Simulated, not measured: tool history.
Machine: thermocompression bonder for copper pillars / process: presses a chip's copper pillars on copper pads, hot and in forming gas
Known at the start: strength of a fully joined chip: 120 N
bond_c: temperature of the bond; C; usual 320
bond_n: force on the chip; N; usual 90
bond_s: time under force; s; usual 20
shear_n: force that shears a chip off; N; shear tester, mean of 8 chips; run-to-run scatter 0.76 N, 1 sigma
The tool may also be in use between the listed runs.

run	hour	bond_c	bond_n	bond_s	shear_n
1	0	320	90	20	40.7
# hour 39: forming gas filter changed
2	79.3	320	90	20	46
3	114.9	320	90	20	45.3
4	172.7	315	90	20	41.8
# hour 204.5: heater calibrated with a thermocouple chip
5	244.2	315	90	20	47.2
6	303.7	315	90	20	46.6
7	388.6	315	90	20	45.8
8	467.8	303	90	20	37.3
# hour 534.6: force cell calibrated
9	555.8	303	90	20	34.5
10	603.7	303	90	20	33.4
11	652.9	303	90	20	33
12	706.8	303	90	20	32.5
13	756.6	303	90	20	32.5
# hour 769.4: force cell calibrated, once more
14	797.2	303	90	20	37.7
# hour 804.5: forming gas filter changed
15	879.2	303	90	20	41.2
16	959.9	303	90	20	41
17	1027.5	320	90	28	55.9
18	1087.3	327	90	20	54.6
19	1129.8	327	90	20	52.9
20	1180.8	320	90	22	48.6
21	1255.2	320	87	21	46.1
22	1299.3	331	87	18	50.3
23	1372.2	331	130	13	56.9
24	1422.8	317	90	20	41.4
25	1478.4	322	57	20	30.6
26	1527.7	340	72	20	46.7
# hour 1567.3: forming gas filter changed
27	1588.5	340	106	20	66.9
# hour 1644.1: heater calibrated with a thermocouple chip
28	1650.8	317	121	35	75.3
29	1735.3	345	90	36	82.2
30	1784.7	342	90	35	77.9
31	1839.2	342	130	38	93.7
32	1883.7	342	82	21	60.9
33	1933.2	333	57	20	42
34	1970.8	318	127	32	69.4
35	2048.5	318	127	32	69.5
36	2096.7	339	78	36	65.4
37	2157.1	309	82	20	37
38	2197.5	309	82	20	36.2
39	2254.7	327	90	25	52.5
40	2294.8	327	90	25	53.2

Below, each run's measurement less what the same run would have read without the hidden state. Both values contain the same run-to-run variation, but the gauge's scatter may not be the same in both:
Hidden state present: true temperature of the bond over the reading, C; force that reaches the chip, % of what is set; oxide that the forming gas leaves, % of the face; drift of the gauge itself on shear_n, %.
run	shear_n
1	-16
2	-11.2
3	-11.6
4	-12
5	-5.7
6	-6.4
7	-7.7
8	-7.7
9	-11.6
10	-12
11	-12.5
12	-12.9
13	-13.5
14	-8
15	-4.3
16	-5.4
17	-7.7
18	-8.5
19	-9.1
20	-9.4
21	-10.5
22	-11.5
23	-13.8
24	-12.5
25	-10.3
26	-14.7
27	-10.1
28	-3.8
29	-5.5
30	-6.4
31	-7.3
32	-7.5
33	-6.5
34	-9.9
35	-11.8
36	-12
37	-9.4
38	-9.7
39	-13.7
40	-14.5

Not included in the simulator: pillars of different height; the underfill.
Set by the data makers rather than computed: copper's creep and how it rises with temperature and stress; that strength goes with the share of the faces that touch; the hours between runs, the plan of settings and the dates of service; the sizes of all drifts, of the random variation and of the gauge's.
